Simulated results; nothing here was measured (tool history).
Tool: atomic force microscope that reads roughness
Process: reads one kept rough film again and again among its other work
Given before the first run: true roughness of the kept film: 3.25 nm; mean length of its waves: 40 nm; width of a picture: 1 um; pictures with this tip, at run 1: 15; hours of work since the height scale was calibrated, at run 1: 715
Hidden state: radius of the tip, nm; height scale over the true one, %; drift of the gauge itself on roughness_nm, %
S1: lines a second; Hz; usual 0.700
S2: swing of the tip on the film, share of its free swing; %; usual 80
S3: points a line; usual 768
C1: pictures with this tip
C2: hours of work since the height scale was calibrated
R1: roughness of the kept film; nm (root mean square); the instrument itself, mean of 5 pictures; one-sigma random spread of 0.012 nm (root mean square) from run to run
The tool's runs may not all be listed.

{"run": 1, "hour": 0.0, "S1": 0.7, "S2": 80, "S3": 768, "C1": 15, "C2": 715, "R1": 2.77}
{"run": 2, "hour": 48.8, "S1": 0.7, "S2": 80, "S3": 768, "C1": 69, "C2": 749, "R1": 2.565}
{"hour": 75.4, "done": "new tip fitted"}
{"run": 3, "hour": 116.0, "S1": 0.7, "S2": 80, "S3": 768, "C1": 45, "C2": 797, "R1": 2.676}
{"hour": 166.2, "done": "new tip fitted"}
{"run": 4, "hour": 181.9, "S1": 0.7, "S2": 80, "S3": 768, "C1": 17, "C2": 844, "R1": 2.783}
{"run": 5, "hour": 241.8, "S1": 0.7, "S2": 80, "S3": 685, "C1": 83, "C2": 887, "R1": 2.538}
{"hour": 251.9, "done": "new tip fitted"}
{"run": 6, "hour": 280.9, "S1": 0.7, "S2": 80, "S3": 291, "C1": 32, "C2": 914, "R1": 2.709}
{"run": 7, "hour": 316.5, "S1": 0.695, "S2": 80, "S3": 291, "C1": 71, "C2": 939, "R1": 2.564}
{"hour": 337.8, "done": "new tip fitted"}
{"run": 8, "hour": 380.6, "S1": 0.7, "S2": 80, "S3": 295, "C1": 47, "C2": 985, "R1": 2.623}
{"run": 9, "hour": 413.7, "S1": 0.7, "S2": 80, "S3": 295, "C1": 84, "C2": 1009, "R1": 2.531}
{"hour": 427.7, "done": "new tip fitted"}
{"run": 10, "hour": 468.0, "S1": 0.7, "S2": 80, "S3": 768, "C1": 45, "C2": 1047, "R1": 2.661}
{"run": 11, "hour": 506.0, "S1": 0.7, "S2": 80, "S3": 944, "C1": 87, "C2": 1074, "R1": 2.538}
{"hour": 517.7, "done": "new tip fitted"}
{"run": 12, "hour": 578.9, "S1": 0.7, "S2": 80, "S3": 944, "C1": 68, "C2": 1126, "R1": 2.568}
{"hour": 606.2, "done": "new tip fitted"}
{"run": 13, "hour": 625.9, "S1": 0.7, "S2": 80, "S3": 768, "C1": 22, "C2": 1159, "R1": 2.709}
{"run": 14, "hour": 656.8, "S1": 0.7, "S2": 73, "S3": 768, "C1": 56, "C2": 1181, "R1": 2.628}
{"hour": 693.9, "done": "new tip fitted"}
{"hour": 694.9, "done": "height scale calibrated on a step standard"}
{"run": 15, "hour": 695.7, "S1": 0.7, "S2": 80, "S3": 768, "C1": 1, "C2": 1, "R1": 2.872}
{"run": 16, "hour": 754.6, "S1": 0.7, "S2": 80, "S3": 768, "C1": 67, "C2": 43, "R1": 2.594}
{"hour": 780.5, "done": "new tip fitted"}
{"run": 17, "hour": 806.7, "S1": 0.7, "S2": 80, "S3": 768, "C1": 29, "C2": 80, "R1": 2.782}
{"run": 18, "hour": 854.5, "S1": 0.7, "S2": 80, "S3": 768, "C1": 81, "C2": 114, "R1": 2.583}
{"hour": 868.3, "done": "new tip fitted"}
{"run": 19, "hour": 886.3, "S1": 0.7, "S2": 80, "S3": 768, "C1": 20, "C2": 136, "R1": 2.752}
{"run": 20, "hour": 937.0, "S1": 0.7, "S2": 80, "S3": 768, "C1": 76, "C2": 172, "R1": 2.591}
{"hour": 957.3, "done": "new tip fitted"}
{"run": 21, "hour": 971.0, "S1": 0.7, "S2": 80, "S3": 768, "C1": 15, "C2": 196, "R1": 2.805}
{"hour": 1042.3, "done": "new tip fitted"}
{"run": 22, "hour": 1042.3, "S1": 0.7, "S2": 80, "S3": 768, "C1": 0, "C2": 247, "R1": 2.855}
{"run": 23, "hour": 1081.7, "S1": 0.7, "S2": 80, "S3": 768, "C1": 44, "C2": 275, "R1": 2.698}
{"hour": 1128.2, "done": "new tip fitted"}
{"run": 24, "hour": 1145.0, "S1": 0.7, "S2": 80, "S3": 768, "C1": 18, "C2": 320, "R1": 2.791}
{"run": 25, "hour": 1192.7, "S1": 0.7, "S2": 80, "S3": 768, "C1": 71, "C2": 354, "R1": 2.602}
{"hour": 1213.4, "done": "new tip fitted"}
{"run": 26, "hour": 1248.1, "S1": 0.7, "S2": 80, "S3": 456, "C1": 38, "C2": 393, "R1": 2.689}
{"run": 27, "hour": 1280.8, "S1": 1.219, "S2": 57, "S3": 941, "C1": 75, "C2": 416, "R1": 2.697}
{"hour": 1298.7, "done": "new tip fitted"}
{"run": 28, "hour": 1346.0, "S1": 3.997, "S2": 57, "S3": 941, "C1": 52, "C2": 462, "R1": 2.599}
{"hour": 1384.6, "done": "new tip fitted"}
{"run": 29, "hour": 1411.9, "S1": 0.7, "S2": 78, "S3": 768, "C1": 30, "C2": 509, "R1": 2.759}
{"hour": 1471.6, "done": "new tip fitted"}
{"run": 30, "hour": 1473.7, "S1": 1.704, "S2": 77, "S3": 768, "C1": 2, "C2": 553, "R1": 2.642}
{"run": 31, "hour": 1539.8, "S1": 0.601, "S2": 65, "S3": 768, "C1": 75, "C2": 600, "R1": 2.678}
{"hour": 1559.3, "done": "new tip fitted"}
{"run": 32, "hour": 1591.9, "S1": 3.708, "S2": 88, "S3": 266, "C1": 36, "C2": 637, "R1": 1.866}
{"hour": 1650.1, "done": "new tip fitted"}
{"run": 33, "hour": 1653.7, "S1": 3.708, "S2": 88, "S3": 266, "C1": 4, "C2": 681, "R1": 1.95}
{"run": 34, "hour": 1691.8, "S1": 3.708, "S2": 88, "S3": 266, "C1": 46, "C2": 708, "R1": 1.847}
{"hour": 1740.4, "done": "new tip fitted"}
{"run": 35, "hour": 1761.7, "S1": 3.708, "S2": 88, "S3": 266, "C1": 24, "C2": 757, "R1": 1.886}
{"run": 36, "hour": 1813.9, "S1": 1.047, "S2": 84, "S3": 619, "C1": 81, "C2": 795, "R1": 2.418}
{"hour": 1825.9, "done": "new tip fitted"}
{"run": 37, "hour": 1874.6, "S1": 1.047, "S2": 84, "S3": 619, "C1": 54, "C2": 838, "R1": 2.511}

Run 38, settings as shown, results not yet in. Your forecast:
{"run": 38, "hour": 1907.9, "S1": 1.047, "S2": 84, "S3": 619, "C1": 91, "C2": 861, "R1": "?"}

Run 38 produced R1 2.405 nm (root mean square).
Without the tool's hidden state the same run would have given R1 2.744 nm (root mean square).

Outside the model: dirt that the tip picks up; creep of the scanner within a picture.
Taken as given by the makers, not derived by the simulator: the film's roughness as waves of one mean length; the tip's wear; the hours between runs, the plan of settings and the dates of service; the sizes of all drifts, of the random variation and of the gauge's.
